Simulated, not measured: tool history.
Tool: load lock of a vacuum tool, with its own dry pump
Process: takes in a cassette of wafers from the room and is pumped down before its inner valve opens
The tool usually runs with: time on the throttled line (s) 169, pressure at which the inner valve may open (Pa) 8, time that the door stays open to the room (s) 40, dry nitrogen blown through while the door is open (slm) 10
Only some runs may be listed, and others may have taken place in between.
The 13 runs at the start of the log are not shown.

run	hour	time on the throttled line (s)	pressure at which the inner valve may open (Pa)	time that the door stays open to the room (s)	dry nitrogen blown through while the door is open (slm)	hours that the pump has run since its overhaul	times that the door has closed on its seal	incoming humidity of the room's air, %	time from the closed door until the inner valve may open (s)	rise of the pressure with all valves shut (Pa/min)
14	5539.8	169	16	40	10	4051	11272	43.7	263.4	0.039
15	6174.6	169	16	40	10	4686	12692	45.3	265.4	0.044
16	6828.8	169	16	40	10	5340	14155	41.8	263.8	0.040
17	7256.3	169	8	66	10	5768	15111	42.2	275.5	0.057
18	7946.2	169	9	66	10	6457	16655	48.2	272.7	0.065
19	8555.3	232	9	214	14	7067	18017	45.0	327.7	0.138
20	8923.8	169	6	40	10	7435	18841	47.2	277.9	0.050
21	9298.7	169	6	40	10	7810	19680	43.6	280.5	0.042
22	9794.5	169	6	40	10	8306	20789	42.8	279.7	0.043
23	10390.7	85	8	40	4	8902	22122	47.4	203.5	0.051
24	10846.4	231	9	216	28	9358	23142	42.6	326.6	0.104
25	11335.6	231	9	216	28	9847	24236	45.2	326.3	0.107
26	11972.6	231	9	31	28	10484	25661	44.2	323.8	0.025
27	12362.4	169	8	40	4	10874	26533	48.3	275.5	0.058
28	12686.5	181	8	120	10	11198	27258	46.7	283.6	0.102
29	13275.6	261	8	105	10	11787	28576	45.3	354.5	0.092
30	13969.5	86	8	40	10	12481	30128	43.9	205.4	0.040
31	14360.7	86	8	40	10	12872	31003	44.4	205.9	0.043
32	15005.7	86	8	40	10	13517	32445	44.5	203.7	0.043
33	15597.1	84	15	32	10	14108	33768	45.9	193.4	0.033
34	16051.0	84	15	32	16	14562	34784	41.1	193.0	0.028
35	16420.6	169	15	40	11	14932	35610	46.2	267.3	0.047
36	16759.3	169	7	40	10	15271	36368	42.9	275.4	0.040

3 options for the next run, each taken on its own from the tool as it stands now. Forecast them:
A	17255.1	191	9	67	10	15766	37477	46.1	?	?
B	17255.1	108	7	40	10	15766	37477	46.6	?	?
C	17255.1	246	7	40	10	15766	37477	47.1	?	?

run	time from the closed door until the inner valve may open (s)	rise of the pressure with all valves shut (Pa/min)
A	293.2	0.066
B	224.6	0.043
C	341.1	0.041
With the hidden condition removed and each run's random variation left untouched, the same runs would have given:
run	time from the closed door until the inner valve may open (s)	rise of the pressure with all valves shut (Pa/min)
A	293.1	0.065
B	224.6	0.042
C	341.0	0.040
